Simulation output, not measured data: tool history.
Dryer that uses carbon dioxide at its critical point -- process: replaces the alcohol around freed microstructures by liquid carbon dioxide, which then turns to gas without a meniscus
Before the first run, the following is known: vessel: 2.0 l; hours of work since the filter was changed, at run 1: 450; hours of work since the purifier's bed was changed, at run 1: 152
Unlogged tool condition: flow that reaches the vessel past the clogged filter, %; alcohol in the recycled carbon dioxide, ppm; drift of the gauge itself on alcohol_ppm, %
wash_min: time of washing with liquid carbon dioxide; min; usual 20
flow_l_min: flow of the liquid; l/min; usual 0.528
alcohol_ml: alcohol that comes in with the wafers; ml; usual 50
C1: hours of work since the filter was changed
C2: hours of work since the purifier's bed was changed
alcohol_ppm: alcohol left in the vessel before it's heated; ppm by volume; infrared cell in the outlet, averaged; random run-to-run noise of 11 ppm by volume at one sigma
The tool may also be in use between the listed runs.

Run 1, hour 0: usual settings; C1 450; C2 152. Result: alcohol_ppm 1067 ppm by volume.
Run 2, hour 23.1: usual settings; C1 458; C2 160. Result: alcohol_ppm 1091 ppm by volume.
Run 3, hour 34.8: usual settings but alcohol_ml 29 ml; C1 462; C2 164. Result: alcohol_ppm 641 ppm by volume.
Run 4, hour 45.5: usual settings but alcohol_ml 32 ml; C1 465; C2 168. Result: alcohol_ppm 711 ppm by volume.
Run 5, hour 63: usual settings; C1 471; C2 174. Result: alcohol_ppm 1107 ppm by volume.
Run 6, hour 75.1: usual settings; C1 476; C2 178. Result: alcohol_ppm 1126 ppm by volume.
Run 7, hour 89.2: usual settings; C1 480; C2 183. Result: alcohol_ppm 1134 ppm by volume.
Run 8, hour 106.4: usual settings but alcohol_ml 21 ml; C1 486; C2 189. Result: alcohol_ppm 512 ppm by volume.
Run 9, hour 124.1: usual settings but alcohol_ml 21 ml; C1 492; C2 195. Result: alcohol_ppm 494 ppm by volume.
Run 10, hour 135.2: usual settings but alcohol_ml 21 ml; C1 496; C2 198. Result: alcohol_ppm 513 ppm by volume.
Run 11, hour 152.1: usual settings but flow_l_min 0.714 l/min; C1 502; C2 204. Result: alcohol_ppm 397 ppm by volume.
Run 12, hour 167.9: usual settings; C1 507; C2 210. Result: alcohol_ppm 1180 ppm by volume.
Run 13, hour 179.2: usual settings; C1 511; C2 213. Result: alcohol_ppm 1144 ppm by volume.
Run 14, hour 195.2: usual settings; C1 517; C2 219. Result: alcohol_ppm 1186 ppm by volume.
Run 15, hour 209.8: usual settings; C1 522; C2 224. Result: alcohol_ppm 1161 ppm by volume.
Run 16, hour 229.1: usual settings but flow_l_min 0.81 l/min; C1 528; C2 231. Result: alcohol_ppm 260 ppm by volume.
Run 17, hour 241.9: usual settings but flow_l_min 0.81 l/min, alcohol_ml 31 ml; C1 533; C2 235. Result: alcohol_ppm 193 ppm by volume.
Run 18, hour 262: usual settings but flow_l_min 0.78 l/min, alcohol_ml 31 ml; C1 539; C2 242. Result: alcohol_ppm 221 ppm by volume.
Run 19, hour 274.9: usual settings but flow_l_min 0.78 l/min, alcohol_ml 31 ml; C1 544; C2 246. Result: alcohol_ppm 203 ppm by volume.
Run 20, hour 296.5: usual settings but flow_l_min 0.771 l/min, alcohol_ml 71 ml; C1 551; C2 254. Result: alcohol_ppm 440 ppm by volume.
Run 21, hour 320.3: usual settings but wash_min 24 min, flow_l_min 0.406 l/min; C1 559; C2 262. Result: alcohol_ppm 1558 ppm by volume.
Run 22, hour 335.9: usual settings but wash_min 16 min, alcohol_ml 52 ml; C1 565; C2 267. Result: alcohol_ppm 2352 ppm by volume.
Run 23, hour 358.8: usual settings but flow_l_min 0.508 l/min, alcohol_ml 52 ml; C1 573; C2 275. Result: alcohol_ppm 1459 ppm by volume.
Run 24, hour 371.6: usual settings but flow_l_min 0.508 l/min, alcohol_ml 52 ml; C1 577; C2 279. Result: alcohol_ppm 1436 ppm by volume.
At hour 398.6: inlet filter changed.
Run 25, hour 398.8: usual settings but flow_l_min 0.508 l/min, alcohol_ml 52 ml; C1 0; C2 288. Result: alcohol_ppm 797 ppm by volume.
Run 26, hour 416.1: usual settings but flow_l_min 0.508 l/min, alcohol_ml 52 ml; C1 6; C2 294. Result: alcohol_ppm 815 ppm by volume.
Run 27, hour 441.7: usual settings but flow_l_min 0.413 l/min, alcohol_ml 52 ml; C1 15; C2 303. Result: alcohol_ppm 1550 ppm by volume.
Run 28, hour 460.5: usual settings but wash_min 19 min, flow_l_min 0.366 l/min, alcohol_ml 66 ml; C1 21; C2 309. Result: alcohol_ppm 2984 ppm by volume.
Run 29, hour 475.5: usual settings but wash_min 14 min, flow_l_min 0.701 l/min, alcohol_ml 29 ml; C1 26; C2 314. Result: alcohol_ppm 553 ppm by volume.
Run 30, hour 501.1: usual settings but wash_min 32 min, flow_l_min 0.387 l/min, alcohol_ml 107 ml; C1 35; C2 323. Result: alcohol_ppm 812 ppm by volume.

Had the tool no unlogged condition, and each run kept its random variation, what would the results have been?
run  alcohol_ppm
  1          618
  2          624
  3          360
  4          398
  5          622
  6          630
  7          629
  8          276
  9          260
 10          268
 11          165
 12          631
 13          611
 14          631
 15          611
 16           85
 17           64
 18           73
 19           59
 20          155
 21          837
 22         1373
 23          750
 24          732
 25          736
 26          748
 27         1465
 28         2870
 29          473
 30          710
